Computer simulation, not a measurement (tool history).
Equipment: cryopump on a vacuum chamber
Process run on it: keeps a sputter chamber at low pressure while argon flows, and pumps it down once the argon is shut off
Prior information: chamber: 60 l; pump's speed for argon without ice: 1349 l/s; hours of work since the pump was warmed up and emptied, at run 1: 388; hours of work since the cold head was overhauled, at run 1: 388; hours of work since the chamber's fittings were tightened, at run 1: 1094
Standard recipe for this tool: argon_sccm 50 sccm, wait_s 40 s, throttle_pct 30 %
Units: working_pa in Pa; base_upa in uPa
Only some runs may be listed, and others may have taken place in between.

run   hour  argon_sccm  wait_s  throttle_pct  hours of work since the pump was warmed up and emptied  hours of work since the cold head was overhauled  hours of work since the chamber's fittings were tightened  working_pa  base_upa
  1    0.0          50      40            30                                                     388                                               388                                                       1094      0.2238      3.57
  2   48.0          50     153            30                                                     410                                               410                                                       1116      0.2254      2.40
  3   97.8          59      40            30                                                     433                                               433                                                       1139      0.2673      3.65
  4  144.2          59      40            30                                                     455                                               455                                                       1161      0.2692      3.76
  5  193.6          59      40            30                                                     478                                               478                                                       1184      0.2699      3.80
  6  227.7          59      40            30                                                     494                                               494                                                       1200      0.2710      3.97
  7  263.2          50     291            30                                                     511                                               511                                                       1216      0.2328      2.46
  8  299.3          50     291            30                                                     527                                               527                                                       1233      0.2322      2.60
  9  343.1          50     291            30                                                     548                                               548                                                       1254      0.2342      2.68
 10  376.3          50     291            30                                                     563                                               563                                                       1269      0.2349      2.68
     400.7  -- pump warmed up, emptied and cooled again
 11  427.9          50     291            30                                                      13                                               585                                                       1291      0.2096      2.11
 12  472.2          50     291            30                                                      33                                               606                                                       1311      0.2099      2.12
 13  503.5          39      40            30                                                      48                                               620                                                       1326      0.1639      3.57
 14  549.6          88      30            30                                                      69                                               642                                                       1348      0.3713      4.01
 15  598.4          89      30            22                                                      92                                               665                                                       1370      0.5126      4.19
 16  647.2          54      40            30                                                     115                                               687                                                       1393      0.2309      3.81
 17  684.2          45      47            30                                                     132                                               705                                                       1410      0.1938      3.51
 18  720.0          45      28            15                                                     149                                               721                                                       1427      0.3808      4.54
 19  766.8          45      28            15                                                     171                                               743                                                       1449      0.3818      4.66
 20  790.6          37      28            34                                                     182                                               754                                                       1460      0.1410      4.52
 21  829.0          37      28            34                                                     200                                               772                                                       1478      0.1422      4.60
 22  852.7          50     119            27                                                     211                                               783                                                       1489      0.2429      2.82
 23  888.7          86     200            19                                                     228                                               800                                                       1506      0.5829      2.70

Each row is a separate what-if for the run after 23, all from the same tool condition, not one after another. Results?
  A  921.8          92     164            44                                                     243                                               815                                                       1521           ?         ?
  B  921.8          60     243            19                                                     243                                               815                                                       1521           ?         ?
  C  921.8          50     142            16                                                     243                                               815                                                       1521           ?         ?
  D  921.8          31     112            19                                                     243                                               815                                                       1521           ?         ?

run  working_pa  base_upa
  A      0.2807      2.81
  B      0.4094      2.65
  C      0.4007      2.93
  D      0.2114      2.98
The same runs, with their run-to-run variation unchanged, on a tool lacking any hidden condition would have given:
run  working_pa  base_upa
  A      0.2617      0.63
  B      0.3969      0.47
  C      0.3903      0.70
  D      0.2049      0.83
